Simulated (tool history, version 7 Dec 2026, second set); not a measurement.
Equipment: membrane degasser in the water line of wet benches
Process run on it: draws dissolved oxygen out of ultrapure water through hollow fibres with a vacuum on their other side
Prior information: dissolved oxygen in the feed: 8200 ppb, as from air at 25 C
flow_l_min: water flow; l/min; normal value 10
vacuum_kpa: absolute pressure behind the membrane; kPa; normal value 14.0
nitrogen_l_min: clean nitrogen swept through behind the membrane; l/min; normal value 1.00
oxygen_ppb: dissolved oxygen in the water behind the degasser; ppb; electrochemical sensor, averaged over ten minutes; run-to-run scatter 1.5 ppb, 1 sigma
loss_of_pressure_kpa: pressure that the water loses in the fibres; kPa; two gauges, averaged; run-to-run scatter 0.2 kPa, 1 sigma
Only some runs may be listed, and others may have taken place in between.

run 1 hour=0.0 | flow_l_min=10 vacuum_kpa=14.0 nitrogen_l_min=1.00 | oxygen_ppb=271.9 loss_of_pressure_kpa=50.37
run 2 hour=183.1 | flow_l_min=10 vacuum_kpa=14.0 nitrogen_l_min=1.55 | oxygen_ppb=189.0 loss_of_pressure_kpa=50.37
run 3 hour=379.5 | flow_l_min=10 vacuum_kpa=14.0 nitrogen_l_min=0.51 | oxygen_ppb=470.9 loss_of_pressure_kpa=49.72
run 4 hour=702.4 | flow_l_min=10 vacuum_kpa=14.0 nitrogen_l_min=0.51 | oxygen_ppb=471.2 loss_of_pressure_kpa=49.97
run 5 hour=864.6 | flow_l_min=10 vacuum_kpa=14.0 nitrogen_l_min=0.51 | oxygen_ppb=475.3 loss_of_pressure_kpa=49.83
run 6 hour=1028.0 | flow_l_min=10 vacuum_kpa=14.0 nitrogen_l_min=0.51 | oxygen_ppb=471.0 loss_of_pressure_kpa=49.39
run 7 hour=1278.0 | flow_l_min=10 vacuum_kpa=14.0 nitrogen_l_min=1.24 | oxygen_ppb=228.1 loss_of_pressure_kpa=49.52
-- hour=1523.5 seals of the vacuum lines changed
run 8 hour=1608.2 | flow_l_min=10 vacuum_kpa=14.0 nitrogen_l_min=1.00 | oxygen_ppb=272.2 loss_of_pressure_kpa=49.66
run 9 hour=1924.3 | flow_l_min=10 vacuum_kpa=14.0 nitrogen_l_min=1.00 | oxygen_ppb=270.8 loss_of_pressure_kpa=49.31
run 10 hour=2201.7 | flow_l_min=11 vacuum_kpa=14.0 nitrogen_l_min=0.73 | oxygen_ppb=395.0 loss_of_pressure_kpa=54.00
run 11 hour=2443.9 | flow_l_min=11 vacuum_kpa=14.0 nitrogen_l_min=0.73 | oxygen_ppb=392.3 loss_of_pressure_kpa=54.16
run 12 hour=2724.5 | flow_l_min=11 vacuum_kpa=14.0 nitrogen_l_min=0.73 | oxygen_ppb=392.1 loss_of_pressure_kpa=53.95
-- hour=2785.9 gauge calibrated
run 13 hour=3018.0 | flow_l_min=10 vacuum_kpa=14.0 nitrogen_l_min=1.00 | oxygen_ppb=271.0 loss_of_pressure_kpa=49.94
run 14 hour=3221.9 | flow_l_min=10 vacuum_kpa=14.0 nitrogen_l_min=1.00 | oxygen_ppb=272.8 loss_of_pressure_kpa=50.23
run 15 hour=3448.4 | flow_l_min=10 vacuum_kpa=14.0 nitrogen_l_min=1.00 | oxygen_ppb=273.5 loss_of_pressure_kpa=50.09
run 16 hour=3586.8 | flow_l_min=10 vacuum_kpa=33.9 nitrogen_l_min=2.36 | oxygen_ppb=329.0 loss_of_pressure_kpa=50.00
run 17 hour=3870.9 | flow_l_min=12 vacuum_kpa=12.9 nitrogen_l_min=1.45 | oxygen_ppb=235.9 loss_of_pressure_kpa=59.39

Each row is a separate what-if for the run after 17, all from the same tool condition, not one after another. Results?
run A hour=4034.6 | flow_l_min=8 vacuum_kpa=10.9 nitrogen_l_min=1.45 | oxygen_ppb=? loss_of_pressure_kpa=?
run B hour=4034.6 | flow_l_min=6 vacuum_kpa=14.0 nitrogen_l_min=1.21 | oxygen_ppb=? loss_of_pressure_kpa=?
run C hour=4034.6 | flow_l_min=8 vacuum_kpa=12.9 nitrogen_l_min=0.52 | oxygen_ppb=? loss_of_pressure_kpa=?

run=A oxygen_ppb=111.6 loss_of_pressure_kpa=39.76
run=B oxygen_ppb=131.9 loss_of_pressure_kpa=29.66
run=C oxygen_ppb=336.7 loss_of_pressure_kpa=40.05
Without the tool's unlogged condition, the same runs would have read:
run=A oxygen_ppb=111.5 loss_of_pressure_kpa=40.19
run=B oxygen_ppb=131.7 loss_of_pressure_kpa=29.97
run=C oxygen_ppb=336.4 loss_of_pressure_kpa=40.47
